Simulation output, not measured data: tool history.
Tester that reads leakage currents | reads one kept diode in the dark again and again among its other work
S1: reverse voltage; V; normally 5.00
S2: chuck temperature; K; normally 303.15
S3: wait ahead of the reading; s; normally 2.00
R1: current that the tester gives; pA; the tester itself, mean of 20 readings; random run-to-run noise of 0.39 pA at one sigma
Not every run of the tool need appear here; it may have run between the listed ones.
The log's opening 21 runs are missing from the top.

run   hour     S1      S2    S3       R1
     506.0  -- tester calibrated
 22  535.4  18.76  332.15  8.48  2040.71
 23  569.5  15.84  325.15  2.00  1141.78
     574.1  -- tester calibrated, once more
 24  597.2  15.84  325.15  2.00  1143.66
 25  617.8  16.13  293.15  0.52    99.38
 26  642.8  16.13  293.15  0.52    99.34
 27  674.2   2.20  293.15  2.00    39.22
 28  692.0   2.20  293.15  2.00    39.39
 29  707.7  18.12  313.15  5.23   480.31
 30  739.4   1.05  310.15  1.25   127.45
 31  762.6   1.05  310.15  1.25   126.64
 32  788.0   1.05  310.15  1.25   126.00
 33  808.2   5.00  296.15  0.71    71.86
 34  834.2   5.00  296.15  0.71    72.01
 35  867.0   5.00  298.15  0.71    84.48
 36  889.7   8.06  324.15  0.34   821.64
 37  923.4   5.00  308.15  5.15   192.25
     943.8  -- probe card cleaned and baked
 38  946.0   9.50  309.15  0.86   256.00
 39  978.1   9.50  294.15  0.86    68.26

Below are 4 alternative next runs, each starting from the tool's condition after run 39. Predict each:
  A  1013.7  1.02  309.15  0.38   ?
  B  1013.7  5.00  303.15  6.96   ?
  C  1013.7  2.07  294.15  0.86   ?
  D  1013.7  2.45  322.15  0.86   ?

run      R1
  A  112.14
  B  119.55
  C   38.58
  D  446.71
Had the tool no hidden state, the same runs would have come out as:
run      R1
  A  119.74
  B  127.83
  C   41.39
  D  474.70
